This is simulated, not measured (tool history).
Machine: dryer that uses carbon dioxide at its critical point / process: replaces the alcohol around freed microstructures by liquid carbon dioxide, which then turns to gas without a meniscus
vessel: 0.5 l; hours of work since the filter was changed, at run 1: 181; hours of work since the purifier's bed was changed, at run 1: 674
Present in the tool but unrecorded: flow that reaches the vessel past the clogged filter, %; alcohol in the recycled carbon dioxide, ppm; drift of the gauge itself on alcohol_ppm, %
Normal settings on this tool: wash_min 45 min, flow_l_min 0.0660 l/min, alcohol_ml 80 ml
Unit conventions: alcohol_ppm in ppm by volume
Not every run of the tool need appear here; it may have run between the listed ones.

run,day,wash_min,flow_l_min,alcohol_ml,hours of work since the filter was changed,hours of work since the purifier's bed was changed,alcohol_ppm
1,0.000,45,0.0660,80,181,674,3617
# day 0.404: inlet filter changed
2,2.821,45,0.0660,80,46,727,2498
3,3.996,45,0.0660,37,69,749,1316
4,5.188,45,0.0660,37,92,772,1416
5,6.508,45,0.0660,37,117,798,1544
6,8.042,45,0.0660,37,147,827,1706
# day 10.346: inlet filter changed
7,10.450,45,0.0660,37,2,873,1097
8,11.950,45,0.0660,37,31,901,1188
9,14.033,45,0.0660,37,71,941,1334
10,15.167,45,0.0660,37,93,963,1479
11,16.742,45,0.0660,37,123,993,1544
12,19.225,45,0.0499,80,170,1041,9220
# day 20.321: inlet filter changed
13,21.271,45,0.0499,80,18,1079,6494
# day 21.842: purifier's bed changed
14,22.742,45,0.0660,103,44,17,3145
15,25.004,45,0.0565,103,87,61,6428
16,27.733,45,0.0565,103,140,113,7605
17,28.946,45,0.0660,45,163,136,1997
# day 30.429: inlet filter changed
18,31.433,45,0.1114,80,19,183,132
19,32.946,29,0.0628,80,48,212,12638
20,34.654,29,0.0628,80,81,245,13040
21,36.671,29,0.0628,80,120,284,14243
22,37.875,35,0.0628,79,143,307,9061
23,39.825,45,0.0859,116,180,344,1634
# day 40.262: inlet filter changed
24,42.179,34,0.0660,36,37,389,3010
25,44.383,34,0.0660,36,79,431,3361
26,46.525,30,0.0660,105,120,472,15473
27,48.104,32,0.0700,30,151,502,3368
28,49.962,38,0.0668,30,186,538,2513
# day 50.125: inlet filter changed
29,52.017,67,0.0640,118,36,577,625
30,54.112,67,0.0640,118,77,617,725
31,56.054,43,0.0640,118,114,654,6085
32,58.646,47,0.1110,96,164,704,307
# day 60.054: inlet filter changed
33,60.442,47,0.1110,70,7,738,169
34,61.758,35,0.0733,70,33,763,3600
35,63.658,35,0.0733,70,69,799,4039
36,65.458,35,0.0733,70,104,834,4425

Branching from run 36: 5 alternative next runs. What would each branch give?
A,66.929,71,0.0733,24,132,862,?
B,66.929,49,0.0861,39,132,862,?
C,66.929,64,0.0636,50,132,862,?
D,66.929,50,0.0571,49,132,862,?
E,66.929,35,0.0660,80,132,862,?

run,alcohol_ppm
A,191
B,411
C,598
D,2383
E,7732
Without the tool's unlogged condition, the same runs would have read:
run,alcohol_ppm
A,37
B,161
C,259
D,1505
E,5465
